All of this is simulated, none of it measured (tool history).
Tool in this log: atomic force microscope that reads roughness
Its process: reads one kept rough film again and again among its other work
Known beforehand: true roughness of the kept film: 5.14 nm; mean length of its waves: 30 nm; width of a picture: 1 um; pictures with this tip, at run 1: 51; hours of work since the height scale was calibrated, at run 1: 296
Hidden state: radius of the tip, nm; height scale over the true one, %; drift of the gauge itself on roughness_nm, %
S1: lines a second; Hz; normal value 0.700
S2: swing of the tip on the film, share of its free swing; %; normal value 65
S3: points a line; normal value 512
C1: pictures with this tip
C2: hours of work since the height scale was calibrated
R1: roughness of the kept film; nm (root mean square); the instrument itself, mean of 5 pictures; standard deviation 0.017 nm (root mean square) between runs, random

run,hour,S1,S2,S3,C1,C2,R1
1,0.0,0.700,65,512,51,296,3.403
# hour 18.8: new tip fitted
# hour 63.6: new tip fitted
2,76.8,0.978,65,512,31,354,3.660
# hour 106.0: new tip fitted
# hour 148.8: new tip fitted
3,157.5,0.700,65,512,20,414,3.813
# hour 192.9: new tip fitted
# hour 232.2: new tip fitted
4,232.2,0.700,65,512,0,471,4.065
# hour 271.7: new tip fitted
5,305.0,0.700,70,512,77,526,3.233
# hour 311.3: new tip fitted
6,346.0,0.700,70,512,80,557,3.248
# hour 350.7: new tip fitted
# hour 391.2: new tip fitted
7,427.4,0.700,70,512,84,619,3.110
# hour 435.9: new tip fitted
# hour 475.9: new tip fitted
8,510.9,0.700,65,795,81,682,3.140
# hour 516.5: new tip fitted
# hour 556.9: new tip fitted
9,575.9,0.700,65,512,44,731,3.500
# hour 596.0: new tip fitted
# hour 640.2: new tip fitted
10,657.8,2.805,65,512,41,793,3.310
# hour 683.3: new tip fitted
11,698.9,2.805,65,951,36,824,3.286
# hour 728.3: new tip fitted
# hour 767.2: new tip fitted
12,769.1,2.805,65,951,4,877,3.598
# hour 813.4: new tip fitted
13,851.0,2.805,65,951,86,939,2.880
# hour 859.3: new tip fitted
# hour 903.2: new tip fitted
14,933.8,2.805,65,951,70,1001,3.027
# hour 943.9: new tip fitted
15,981.9,2.805,65,317,88,1038,2.819
# hour 987.9: new tip fitted
# hour 1031.0: new tip fitted
16,1031.1,2.805,65,317,1,1075,3.649
# hour 1071.8: new tip fitted
17,1102.5,2.805,65,317,71,1129,2.952
# hour 1112.8: new tip fitted
18,1147.0,2.805,65,317,79,1163,2.902
# hour 1153.1: new tip fitted
# hour 1154.1: height scale calibrated on a step standard
# hour 1196.6: new tip fitted
19,1214.3,2.805,65,317,41,46,3.190
# hour 1237.1: new tip fitted
20,1260.7,0.700,65,512,55,81,3.398
# hour 1277.3: new tip fitted
21,1309.0,0.700,65,512,73,117,3.259
# hour 1321.2: new tip fitted
# hour 1362.1: new tip fitted
22,1389.8,0.700,65,512,64,178,3.379
# hour 1403.1: new tip fitted
# hour 1445.7: new tip fitted
23,1466.8,0.700,65,512,49,237,3.427
# hour 1486.3: new tip fitted
# hour 1491.0: height scale calibrated on a step standard, once more
24,1520.3,0.714,65,512,76,22,3.277
# hour 1526.9: new tip fitted
# hour 1566.1: new tip fitted
25,1603.6,0.714,65,512,86,85,3.177
# hour 1608.4: new tip fitted
# hour 1651.4: new tip fitted
26,1659.3,0.714,65,512,19,127,3.830
# hour 1694.3: new tip fitted
27,1702.9,0.918,88,512,20,160,3.396
# hour 1735.3: new tip fitted
28,1766.4,2.816,84,512,72,208,2.472
# hour 1774.8: new tip fitted
# hour 1815.2: new tip fitted
29,1834.5,2.816,84,792,45,260,2.676
# hour 1856.1: new tip fitted
30,1874.2,2.816,61,792,42,290,3.361
# hour 1894.8: new tip fitted
# hour 1937.1: new tip fitted
31,1937.1,1.831,70,512,0,337,3.734
# hour 1975.8: new tip fitted
32,1975.8,1.831,70,512,0,366,3.742
# hour 2016.5: new tip fitted
33,2049.3,2.152,72,410,76,422,2.900
# hour 2057.9: new tip fitted
34,2095.9,2.152,72,410,88,457,2.815
# hour 2102.5: new tip fitted
# hour 2146.6: new tip fitted
35,2158.0,2.152,72,410,27,504,3.339
# hour 2185.9: new tip fitted
36,2220.9,2.152,72,410,81,552,2.822
# hour 2225.1: new tip fitted
# hour 2268.9: new tip fitted
37,2306.0,0.700,79,449,86,616,3.057
# hour 2313.4: new tip fitted
# hour 2358.9: new tip fitted
38,2360.4,1.733,81,642,4,657,3.450
# hour 2402.7: new tip fitted
39,2434.6,1.303,78,653,74,713,2.962
# hour 2441.6: new tip fitted
# hour 2481.8: new tip fitted
40,2494.8,0.983,78,653,30,759,3.451
# hour 2524.1: new tip fitted
41,2536.3,0.505,82,512,28,790,3.581
# hour 2569.3: new tip fitted
# hour 2609.5: new tip fitted
42,2609.5,1.110,87,512,0,845,3.534
43,2647.1,1.110,87,512,87,874,2.785
# hour 2651.6: new tip fitted
# hour 2690.6: new tip fitted
# hour 2735.8: new tip fitted
44,2735.8,1.110,87,512,0,941,3.526
# hour 2776.3: new tip fitted
45,2777.7,1.110,87,512,3,972,3.517
# hour 2818.0: new tip fitted
46,2846.6,1.110,87,512,66,1025,3.015
# hour 2861.1: new tip fitted
47,2898.6,1.110,87,512,87,1064,2.732

3 options for the next run, each taken on its own from the tool as it stands now. Forecast them:
# hour 2904.9: new tip fitted
# hour 2944.8: new tip fitted
A,2971.0,2.214,67,322,61,1119,?
# hour 2904.9: new tip fitted
# hour 2944.8: new tip fitted
B,2971.0,1.104,65,512,61,1119,?
# hour 2904.9: new tip fitted
# hour 2944.8: new tip fitted
C,2971.0,1.110,55,300,61,1119,?

run,R1
A,3.042
B,3.257
C,3.320
Without the tool's hidden state the same runs would have given:
run,R1
A,3.704
B,3.965
C,4.040

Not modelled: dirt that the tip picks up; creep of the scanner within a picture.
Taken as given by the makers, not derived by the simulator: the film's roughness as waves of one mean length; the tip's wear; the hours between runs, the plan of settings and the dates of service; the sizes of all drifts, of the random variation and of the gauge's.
